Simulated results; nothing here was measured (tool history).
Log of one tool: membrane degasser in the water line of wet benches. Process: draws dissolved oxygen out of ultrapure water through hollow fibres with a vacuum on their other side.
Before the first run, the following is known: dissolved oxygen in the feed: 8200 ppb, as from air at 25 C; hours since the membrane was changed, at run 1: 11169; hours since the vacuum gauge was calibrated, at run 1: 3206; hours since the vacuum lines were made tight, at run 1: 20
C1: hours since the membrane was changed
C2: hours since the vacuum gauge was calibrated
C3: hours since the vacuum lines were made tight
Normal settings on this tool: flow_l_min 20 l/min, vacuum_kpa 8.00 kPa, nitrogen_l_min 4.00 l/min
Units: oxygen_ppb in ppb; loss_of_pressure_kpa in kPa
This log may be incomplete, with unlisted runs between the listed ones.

run 1 day=0.000 | flow_l_min=20 vacuum_kpa=8.00 nitrogen_l_min=4.00 | C1=11169 C2=3206 C3=20 | oxygen_ppb=225.2 loss_of_pressure_kpa=58.01
run 2 day=11.475 | flow_l_min=20 vacuum_kpa=8.00 nitrogen_l_min=4.00 | C1=11445 C2=3482 C3=295 | oxygen_ppb=225.8 loss_of_pressure_kpa=57.73
run 3 day=24.900 | flow_l_min=20 vacuum_kpa=8.00 nitrogen_l_min=4.00 | C1=11767 C2=3804 C3=618 | oxygen_ppb=217.5 loss_of_pressure_kpa=57.13
run 4 day=34.462 | flow_l_min=20 vacuum_kpa=8.00 nitrogen_l_min=4.00 | C1=11996 C2=4033 C3=847 | oxygen_ppb=223.2 loss_of_pressure_kpa=57.90
run 5 day=43.808 | flow_l_min=20 vacuum_kpa=8.00 nitrogen_l_min=4.00 | C1=12221 C2=4258 C3=1071 | oxygen_ppb=226.1 loss_of_pressure_kpa=57.41
run 6 day=58.546 | flow_l_min=20 vacuum_kpa=8.00 nitrogen_l_min=4.00 | C1=12575 C2=4611 C3=1425 | oxygen_ppb=219.1 loss_of_pressure_kpa=57.17
run 7 day=69.571 | flow_l_min=20 vacuum_kpa=8.00 nitrogen_l_min=4.00 | C1=12839 C2=4876 C3=1690 | oxygen_ppb=229.0 loss_of_pressure_kpa=57.73
run 8 day=76.725 | flow_l_min=20 vacuum_kpa=12.89 nitrogen_l_min=4.00 | C1=13011 C2=5048 C3=1861 | oxygen_ppb=278.4 loss_of_pressure_kpa=57.66
run 9 day=89.400 | flow_l_min=20 vacuum_kpa=8.00 nitrogen_l_min=4.00 | C1=13315 C2=5352 C3=2166 | oxygen_ppb=227.7 loss_of_pressure_kpa=57.74
run 10 day=100.575 | flow_l_min=20 vacuum_kpa=8.00 nitrogen_l_min=4.00 | C1=13583 C2=5620 C3=2434 | oxygen_ppb=224.0 loss_of_pressure_kpa=57.43
run 11 day=112.033 | flow_l_min=20 vacuum_kpa=8.00 nitrogen_l_min=4.00 | C1=13858 C2=5895 C3=2709 | oxygen_ppb=226.1 loss_of_pressure_kpa=57.52
run 12 day=120.408 | flow_l_min=20 vacuum_kpa=8.00 nitrogen_l_min=4.00 | C1=14059 C2=6096 C3=2910 | oxygen_ppb=224.8 loss_of_pressure_kpa=57.21
run 13 day=127.042 | flow_l_min=20 vacuum_kpa=8.00 nitrogen_l_min=4.00 | C1=14218 C2=6255 C3=3069 | oxygen_ppb=224.9 loss_of_pressure_kpa=57.17
run 14 day=133.750 | flow_l_min=20 vacuum_kpa=8.00 nitrogen_l_min=4.00 | C1=14379 C2=6416 C3=3230 | oxygen_ppb=225.5 loss_of_pressure_kpa=57.47
run 15 day=146.246 | flow_l_min=14 vacuum_kpa=15.73 nitrogen_l_min=1.63 | C1=14679 C2=6716 C3=3530 | oxygen_ppb=303.7 loss_of_pressure_kpa=39.80
run 16 day=159.162 | flow_l_min=14 vacuum_kpa=15.73 nitrogen_l_min=1.63 | C1=14989 C2=7026 C3=3840 | oxygen_ppb=298.4 loss_of_pressure_kpa=40.27
run 17 day=173.233 | flow_l_min=14 vacuum_kpa=15.73 nitrogen_l_min=1.63 | C1=15327 C2=7364 C3=4178 | oxygen_ppb=296.9 loss_of_pressure_kpa=39.91
run 18 day=187.767 | flow_l_min=21 vacuum_kpa=17.89 nitrogen_l_min=4.00 | C1=15676 C2=7713 C3=4526 | oxygen_ppb=368.7 loss_of_pressure_kpa=60.20
run 19 day=197.983 | flow_l_min=21 vacuum_kpa=17.89 nitrogen_l_min=4.00 | C1=15921 C2=7958 C3=4772 | oxygen_ppb=366.5 loss_of_pressure_kpa=59.97
run 20 day=204.383 | flow_l_min=21 vacuum_kpa=17.89 nitrogen_l_min=10.03 | C1=16075 C2=8111 C3=4925 | oxygen_ppb=270.2 loss_of_pressure_kpa=59.74
-- day=216.704 vacuum gauge calibrated
run 21 day=219.158 | flow_l_min=21 vacuum_kpa=17.89 nitrogen_l_min=10.03 | C1=16429 C2=59 C3=5279 | oxygen_ppb=266.9 loss_of_pressure_kpa=59.98
run 22 day=226.950 | flow_l_min=21 vacuum_kpa=17.89 nitrogen_l_min=10.03 | C1=16616 C2=246 C3=5466 | oxygen_ppb=258.8 loss_of_pressure_kpa=59.46
run 23 day=236.850 | flow_l_min=15 vacuum_kpa=8.00 nitrogen_l_min=3.63 | C1=16853 C2=483 C3=5704 | oxygen_ppb=115.3 loss_of_pressure_kpa=42.68
run 24 day=248.862 | flow_l_min=13 vacuum_kpa=16.89 nitrogen_l_min=11.19 | C1=17142 C2=772 C3=5992 | oxygen_ppb=78.6 loss_of_pressure_kpa=36.99
run 25 day=254.950 | flow_l_min=20 vacuum_kpa=8.00 nitrogen_l_min=2.11 | C1=17288 C2=918 C3=6138 | oxygen_ppb=270.8 loss_of_pressure_kpa=56.93
run 26 day=265.521 | flow_l_min=20 vacuum_kpa=8.00 nitrogen_l_min=11.51 | C1=17541 C2=1172 C3=6392 | oxygen_ppb=189.3 loss_of_pressure_kpa=56.64

Had the tool no unlogged condition, and each run kept its random variation, what would the results have been?
The tool's hidden condition here consists of: membrane still open, %; true pressure behind the membrane over the reading, kPa; air that leaks in behind the membrane, l/min; drift of the gauge itself on oxygen_ppb, %; drift of the gauge itself on loss_of_pressure_kpa, %.
run=1 loss_of_pressure_kpa=57.92
run=2 loss_of_pressure_kpa=57.70
run=3 loss_of_pressure_kpa=57.15
run=4 loss_of_pressure_kpa=57.96
run=5 loss_of_pressure_kpa=57.52
run=6 loss_of_pressure_kpa=57.33
run=7 loss_of_pressure_kpa=57.94
run=8 loss_of_pressure_kpa=57.90
run=9 loss_of_pressure_kpa=58.03
run=10 loss_of_pressure_kpa=57.78
run=11 loss_of_pressure_kpa=57.91
run=12 loss_of_pressure_kpa=57.64
run=13 loss_of_pressure_kpa=57.62
run=14 loss_of_pressure_kpa=57.96
run=15 loss_of_pressure_kpa=40.17
run=16 loss_of_pressure_kpa=40.68
run=17 loss_of_pressure_kpa=40.36
run=18 loss_of_pressure_kpa=60.95
run=19 loss_of_pressure_kpa=60.76
run=20 loss_of_pressure_kpa=60.56
run=21 loss_of_pressure_kpa=60.87
run=22 loss_of_pressure_kpa=60.37
run=23 loss_of_pressure_kpa=43.37
run=24 loss_of_pressure_kpa=37.62
run=25 loss_of_pressure_kpa=57.92
run=26 loss_of_pressure_kpa=57.68
oxygen_ppb: differs from the measured result by no more than 1.6 ppb in any run.

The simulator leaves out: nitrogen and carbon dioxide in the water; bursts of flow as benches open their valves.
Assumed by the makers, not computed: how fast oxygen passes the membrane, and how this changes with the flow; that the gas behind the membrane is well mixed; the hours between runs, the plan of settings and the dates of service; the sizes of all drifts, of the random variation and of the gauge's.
